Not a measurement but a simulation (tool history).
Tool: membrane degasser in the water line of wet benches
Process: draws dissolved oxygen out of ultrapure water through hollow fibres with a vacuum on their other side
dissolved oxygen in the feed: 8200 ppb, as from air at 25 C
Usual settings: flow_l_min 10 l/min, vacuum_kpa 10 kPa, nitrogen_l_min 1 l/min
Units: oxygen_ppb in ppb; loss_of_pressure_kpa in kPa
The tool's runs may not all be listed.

{"run": 1, "hour": 0.0, "flow_l_min": 10, "vacuum_kpa": 10, "nitrogen_l_min": 1, "oxygen_ppb": 207.1, "loss_of_pressure_kpa": 49.79}
{"run": 2, "hour": 161.9, "flow_l_min": 10, "vacuum_kpa": 10, "nitrogen_l_min": 1, "oxygen_ppb": 206.9, "loss_of_pressure_kpa": 49.95}
{"run": 3, "hour": 392.6, "flow_l_min": 10, "vacuum_kpa": 15.8, "nitrogen_l_min": 1, "oxygen_ppb": 334.6, "loss_of_pressure_kpa": 50.45}
{"run": 4, "hour": 580.7, "flow_l_min": 10, "vacuum_kpa": 24.8, "nitrogen_l_min": 1, "oxygen_ppb": 539.3, "loss_of_pressure_kpa": 50.18}
{"run": 5, "hour": 754.4, "flow_l_min": 10, "vacuum_kpa": 10, "nitrogen_l_min": 1, "oxygen_ppb": 209.3, "loss_of_pressure_kpa": 50.45}
{"run": 6, "hour": 1055.1, "flow_l_min": 10, "vacuum_kpa": 10, "nitrogen_l_min": 1, "oxygen_ppb": 210.4, "loss_of_pressure_kpa": 50.57}
{"run": 7, "hour": 1265.2, "flow_l_min": 10, "vacuum_kpa": 10, "nitrogen_l_min": 1.03, "oxygen_ppb": 205.1, "loss_of_pressure_kpa": 50.74}
{"run": 8, "hour": 1523.6, "flow_l_min": 10, "vacuum_kpa": 10, "nitrogen_l_min": 1, "oxygen_ppb": 213.5, "loss_of_pressure_kpa": 51.06}
{"run": 9, "hour": 1675.5, "flow_l_min": 10, "vacuum_kpa": 10, "nitrogen_l_min": 1, "oxygen_ppb": 212.6, "loss_of_pressure_kpa": 51.16}
{"run": 10, "hour": 1835.4, "flow_l_min": 10, "vacuum_kpa": 10, "nitrogen_l_min": 1, "oxygen_ppb": 213.7, "loss_of_pressure_kpa": 50.88}
{"run": 11, "hour": 2028.7, "flow_l_min": 10, "vacuum_kpa": 10, "nitrogen_l_min": 1, "oxygen_ppb": 214.6, "loss_of_pressure_kpa": 50.76}
{"run": 12, "hour": 2231.5, "flow_l_min": 10, "vacuum_kpa": 10, "nitrogen_l_min": 1, "oxygen_ppb": 217.8, "loss_of_pressure_kpa": 51.25}
{"run": 13, "hour": 2404.2, "flow_l_min": 15, "vacuum_kpa": 11.8, "nitrogen_l_min": 1, "oxygen_ppb": 481.6, "loss_of_pressure_kpa": 77.21}
{"run": 14, "hour": 2589.1, "flow_l_min": 15, "vacuum_kpa": 6.8, "nitrogen_l_min": 0.48, "oxygen_ppb": 438.7, "loss_of_pressure_kpa": 76.87}
{"run": 15, "hour": 2829.0, "flow_l_min": 11, "vacuum_kpa": 9.8, "nitrogen_l_min": 0.72, "oxygen_ppb": 310.9, "loss_of_pressure_kpa": 56.73}
{"run": 16, "hour": 3015.8, "flow_l_min": 11, "vacuum_kpa": 9.8, "nitrogen_l_min": 0.72, "oxygen_ppb": 310.9, "loss_of_pressure_kpa": 56.69}
{"run": 17, "hour": 3239.9, "flow_l_min": 11, "vacuum_kpa": 9.8, "nitrogen_l_min": 0.72, "oxygen_ppb": 310.9, "loss_of_pressure_kpa": 56.87}
{"run": 18, "hour": 3521.3, "flow_l_min": 10, "vacuum_kpa": 10, "nitrogen_l_min": 1.65, "oxygen_ppb": 158.7, "loss_of_pressure_kpa": 51.79}
{"run": 19, "hour": 3728.8, "flow_l_min": 12, "vacuum_kpa": 17.7, "nitrogen_l_min": 1, "oxygen_ppb": 509.9, "loss_of_pressure_kpa": 62.96}

Run 20 comes next. What will it give?
{"run": 20, "hour": 3853.3, "flow_l_min": 12, "vacuum_kpa": 17.7, "nitrogen_l_min": 1, "oxygen_ppb": "?", "loss_of_pressure_kpa": "?"}

{"run 20": {"oxygen_ppb": 510, "loss_of_pressure_kpa": 62.54}}
Without the tool's hidden state the same run would have given oxygen_ppb 441.7 ppb, loss_of_pressure_kpa 55.02 kPa.
